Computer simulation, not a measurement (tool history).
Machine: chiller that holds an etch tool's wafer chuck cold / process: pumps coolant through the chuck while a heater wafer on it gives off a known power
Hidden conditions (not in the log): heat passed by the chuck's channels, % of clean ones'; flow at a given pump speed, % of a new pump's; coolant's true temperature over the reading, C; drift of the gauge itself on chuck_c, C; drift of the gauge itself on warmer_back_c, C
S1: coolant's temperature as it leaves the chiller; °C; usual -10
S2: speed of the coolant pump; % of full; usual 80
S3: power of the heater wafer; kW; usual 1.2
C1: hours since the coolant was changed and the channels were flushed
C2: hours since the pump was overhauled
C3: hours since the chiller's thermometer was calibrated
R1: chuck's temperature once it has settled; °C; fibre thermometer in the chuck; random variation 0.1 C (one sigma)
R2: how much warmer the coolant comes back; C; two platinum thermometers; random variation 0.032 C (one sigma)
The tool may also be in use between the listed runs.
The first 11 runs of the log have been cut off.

run 12 hour=280.6 | S1=-10 S2=80 S3=1.2 | C1=2512 C2=1462 C3=1062 | R1=0.9 R2=4.25
run 13 hour=311.2 | S1=-10 S2=80 S3=1.2 | C1=2543 C2=1492 C3=1092 | R1=0.9 R2=4.27
run 14 hour=343.9 | S1=-10 S2=80 S3=1.2 | C1=2575 C2=1525 C3=1125 | R1=1.1 R2=4.25
run 15 hour=368.2 | S1=-5 S2=80 S3=1.2 | C1=2600 C2=1549 C3=1149 | R1=6 R2=4.21
run 16 hour=404.1 | S1=-10 S2=64 S3=1.2 | C1=2635 C2=1585 C3=1185 | R1=3.6 R2=5.32
run 17 hour=419.9 | S1=-1 S2=71 S3=0.615 | C1=2651 C2=1601 C3=1201 | R1=5.4 R2=2.44
run 18 hour=435.7 | S1=-1 S2=71 S3=0.615 | C1=2667 C2=1617 C3=1217 | R1=5.4 R2=2.43
run 19 hour=458 | S1=-1 S2=71 S3=0.615 | C1=2689 C2=1639 C3=1239 | R1=5.5 R2=2.47
run 20 hour=481.5 | S1=-10 S2=61 S3=1.2 | C1=2713 C2=1663 C3=1263 | R1=4.1 R2=5.63
run 21 hour=503.6 | S1=-10 S2=61 S3=1.2 | C1=2735 C2=1685 C3=1285 | R1=4.2 R2=5.54
run 22 hour=540.3 | S1=-8 S2=65 S3=0.678 | C1=2772 C2=1722 C3=1321 | R1=-0.1 R2=2.94
run 23 hour=570.4 | S1=-2 S2=77 S3=1.177 | C1=2802 C2=1752 C3=1352 | R1=9.3 R2=4.36
run 24 hour=600.4 | S1=-2 S2=77 S3=1.177 | C1=2832 C2=1782 C3=1382 | R1=9.5 R2=4.35
-- hour=630.5 coolant changed, channels flushed
run 25 hour=630.5 | S1=-3 S2=82 S3=1.419 | C1=0 C2=1806 C3=1406 | R1=9.2 R2=4.95
run 26 hour=658.8 | S1=-9 S2=80 S3=1.2 | C1=28 C2=1834 C3=1434 | R1=1.6 R2=4.32
run 27 hour=679.7 | S1=-16 S2=80 S3=1.264 | C1=49 C2=1855 C3=1455 | R1=-4.9 R2=4.51
run 28 hour=717 | S1=-6 S2=78 S3=1.264 | C1=86 C2=1892 C3=1492 | R1=5.4 R2=4.7
run 29 hour=742.8 | S1=-6 S2=78 S3=1.264 | C1=112 C2=1918 C3=1518 | R1=5.5 R2=4.66
run 30 hour=765.2 | S1=-10 S2=86 S3=1.2 | C1=135 C2=1940 C3=1540 | R1=0 R2=4.02
run 31 hour=787.4 | S1=-10 S2=80 S3=1.41 | C1=157 C2=1963 C3=1563 | R1=2.6 R2=5.02

Alternative continuations, all from the tool just after run 31; predict every row:
run A hour=809.2 | S1=-8 S2=61 S3=0.983 | C1=179 C2=1985 C3=1584 | R1=? R2=?
run B hour=809.2 | S1=-16 S2=95 S3=1.116 | C1=179 C2=1985 C3=1584 | R1=? R2=?
run C hour=809.2 | S1=-14 S2=81 S3=1.501 | C1=179 C2=1985 C3=1584 | R1=? R2=?
run D hour=809.2 | S1=-3 S2=88 S3=1.2 | C1=179 C2=1985 C3=1584 | R1=? R2=?
run E hour=809.2 | S1=-9 S2=72 S3=0.797 | C1=179 C2=1985 C3=1584 | R1=? R2=?

run=A R1=3.3 R2=4.62
run=B R1=-7.3 R2=3.39
run=C R1=-0.8 R2=5.3
run=D R1=6.8 R2=3.91
run=E R1=-0.9 R2=3.17
Had the tool no hidden state, the same runs would have come out as:
run=A R1=2.2 R2=4.35
run=B R1=-8.2 R2=3.19
run=C R1=-2 R2=4.98
run=D R1=5.8 R2=3.67
run=E R1=-1.8 R2=2.98
